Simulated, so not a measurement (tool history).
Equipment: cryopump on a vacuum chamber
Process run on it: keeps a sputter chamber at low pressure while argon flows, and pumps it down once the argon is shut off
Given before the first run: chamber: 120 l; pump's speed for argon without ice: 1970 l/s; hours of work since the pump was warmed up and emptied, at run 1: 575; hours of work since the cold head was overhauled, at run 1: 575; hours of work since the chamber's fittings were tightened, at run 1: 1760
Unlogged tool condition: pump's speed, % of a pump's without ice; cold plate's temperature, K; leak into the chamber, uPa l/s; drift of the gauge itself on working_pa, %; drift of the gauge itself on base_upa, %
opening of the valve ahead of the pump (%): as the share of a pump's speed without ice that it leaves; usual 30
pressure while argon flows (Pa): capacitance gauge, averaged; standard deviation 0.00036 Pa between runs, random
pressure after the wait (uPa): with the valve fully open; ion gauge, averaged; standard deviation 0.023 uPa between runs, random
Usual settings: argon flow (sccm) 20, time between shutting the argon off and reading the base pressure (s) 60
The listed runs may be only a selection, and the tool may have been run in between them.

run   hour  argon flow (sccm)  time between shutting the argon off and reading the base pressure (s)  opening of the valve ahead of the pump (%)  hours of work since the pump was warmed up and emptied  hours of work since the cold head was overhauled  hours of work since the chamber's fittings were tightened  pressure while argon flows (Pa)  pressure after the wait (uPa)
  1    0.0                 20                                                                     60                                          30                                                     575                                               575                                                       1760                           0.0605                           1.53
  2   28.8                 24                                                                     60                                          30                                                     596                                               596                                                       1781                           0.0721                           1.61
  3   62.0                 20                                                                     60                                          30                                                     620                                               620                                                       1805                           0.0604                           1.56
  4   98.0                 20                                                                     60                                          30                                                     647                                               647                                                       1832                           0.0599                           1.59
     155.3  -- pump warmed up, emptied and cooled again
  5  163.9                 20                                                                     60                                          30                                                       6                                               692                                                       1877                           0.0576                           1.48
  6  190.8                 20                                                                     60                                          30                                                      26                                               711                                                       1896                           0.0578                           1.46
  7  246.5                 20                                                                     60                                          30                                                      67                                               752                                                       1937                           0.0578                           1.49
  8  291.4                 20                                                                     60                                          30                                                     100                                               785                                                       1970                           0.0577                           1.53
  9  328.2                 20                                                                     60                                          30                                                     127                                               813                                                       1997                           0.0577                           1.55
 10  354.3                 20                                                                     60                                          30                                                     146                                               832                                                       2017                           0.0593                           1.58
 11  413.2                 20                                                                     56                                          51                                                     190                                               875                                                       2060                           0.0348                           1.66
 12  474.4                 11                                                                     60                                          30                                                     235                                               920                                                       2105                           0.0322                           1.60
 13  505.7                 20                                                                     54                                          40                                                     258                                               943                                                       2128                           0.0441                           1.73
 14  564.6                 20                                                                     93                                          21                                                     301                                               986                                                       2171                           0.0831                           1.40
 15  603.2                 12                                                                    100                                          17                                                     329                                              1015                                                       2200                           0.0613                           1.42
 16  647.7                 17                                                                    163                                          34                                                     362                                              1047                                                       2232                           0.0445                           1.34
 17  678.3                 11                                                                    151                                          34                                                     384                                              1070                                                       2255                           0.0288                           1.33
 18  727.1                 12                                                                     28                                          34                                                     420                                              1106                                                       2291                           0.0308                           2.33
 19  785.7                 26                                                                     60                                          32                                                     463                                              1149                                                       2334                           0.0723                           1.72
 20  846.9                 26                                                                     60                                          32                                                     508                                              1194                                                       2379                           0.0731                           1.79

Each row is a separate what-if for the run after 20, all from the same tool condition, not one after another. Results?
  A  878.2                 25                                                                     32                                          47                                                     531                                              1217                                                       2402                                ?                              ?
  B  878.2                 20                                                                     38                                          30                                                     531                                              1217                                                       2402                                ?                              ?
  C  878.2                 20                                                                     49                                          45                                                     531                                              1217                                                       2402                                ?                              ?
  D  878.2                 22                                                                     62                                          30                                                     531                                              1217                                                       2402                                ?                              ?
  E  878.2                 16                                                                     60                                          32                                                     531                                              1217                                                       2402                                ?                              ?

run  pressure while argon flows (Pa)  pressure after the wait (uPa)
  A                           0.0489                           2.34
  B                           0.0598                           2.15
  C                           0.0406                           1.99
  D                           0.0659                           1.77
  E                           0.0448                           1.84
The same runs, with their run-to-run variation unchanged, on a tool lacking any hidden condition would have given:
run  pressure while argon flows (Pa)  pressure after the wait (uPa)
  A                           0.0458                           1.27
  B                           0.0573                           1.07
  C                           0.0381                           0.91
  D                           0.0632                           0.70
  E                           0.0428                           0.77
